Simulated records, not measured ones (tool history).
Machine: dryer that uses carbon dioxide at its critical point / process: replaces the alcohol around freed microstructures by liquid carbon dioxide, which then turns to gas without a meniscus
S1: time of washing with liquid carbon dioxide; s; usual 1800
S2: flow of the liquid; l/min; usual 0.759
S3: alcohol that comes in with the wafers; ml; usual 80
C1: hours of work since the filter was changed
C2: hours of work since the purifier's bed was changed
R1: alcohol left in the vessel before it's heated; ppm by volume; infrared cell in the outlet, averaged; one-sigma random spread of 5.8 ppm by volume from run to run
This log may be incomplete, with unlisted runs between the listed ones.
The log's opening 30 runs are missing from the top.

run 31 hour=935.5 | S1=1800 S2=0.861 S3=72 | C1=239 C2=866 | R1=202
run 32 hour=980.4 | S1=1800 S2=1.123 S3=29 | C1=257 C2=883 | R1=89
run 33 hour=999.6 | S1=1800 S2=0.759 S3=27 | C1=265 C2=891 | R1=160
run 34 hour=1019.9 | S1=1920 S2=0.729 S3=39 | C1=273 C2=899 | R1=192
run 35 hour=1064.3 | S1=2640 S2=0.866 S3=27 | C1=291 C2=917 | R1=78
run 36 hour=1108.6 | S1=1920 S2=0.925 S3=109 | C1=308 C2=934 | R1=174
run 37 hour=1149.3 | S1=2640 S2=0.619 S3=80 | C1=324 C2=951 | R1=215
run 38 hour=1170.2 | S1=1320 S2=0.482 S3=23 | C1=333 C2=959 | R1=975
run 39 hour=1208.5 | S1=1800 S2=1.073 S3=86 | C1=348 C2=974 | R1=134
run 40 hour=1228.2 | S1=1800 S2=1.073 S3=86 | C1=356 C2=982 | R1=128
run 41 hour=1273.3 | S1=1320 S2=0.965 S3=32 | C1=374 C2=1000 | R1=243
run 42 hour=1297 | S1=1320 S2=0.965 S3=32 | C1=383 C2=1009 | R1=230
run 43 hour=1315.7 | S1=1740 S2=0.759 S3=24 | C1=391 C2=1017 | R1=184
run 44 hour=1337.6 | S1=2460 S2=0.759 S3=80 | C1=399 C2=1026 | R1=155
run 45 hour=1382.4 | S1=2040 S2=0.73 S3=43 | C1=417 C2=1043 | R1=210
run 46 hour=1420.5 | S1=2820 S2=0.564 S3=74 | C1=432 C2=1059 | R1=263

5 options for the next run, each taken on its own from the tool as it stands now. Forecast them:
-- hour=1438.3 purifier's bed changed
run A hour=1449.9 | S1=1800 S2=0.846 S3=80 | C1=443 C2=5 | R1=?
-- hour=1438.3 purifier's bed changed
run B hour=1449.9 | S1=2160 S2=0.658 S3=37 | C1=443 C2=5 | R1=?
-- hour=1438.3 purifier's bed changed
run C hour=1449.9 | S1=1200 S2=0.759 S3=89 | C1=443 C2=5 | R1=?
-- hour=1438.3 purifier's bed changed
run D hour=1449.9 | S1=1560 S2=0.794 S3=80 | C1=443 C2=5 | R1=?
-- hour=1438.3 purifier's bed changed
run E hour=1449.9 | S1=2820 S2=0.564 S3=41 | C1=443 C2=5 | R1=?

run=A R1=225
run=B R1=154
run=C R1=1540
run=D R1=512
run=E R1=103
Without the tool's unlogged condition, the same runs would have read:
run=A R1=118
run=B R1=86
run=C R1=1028
run=D R1=295
run=E R1=51
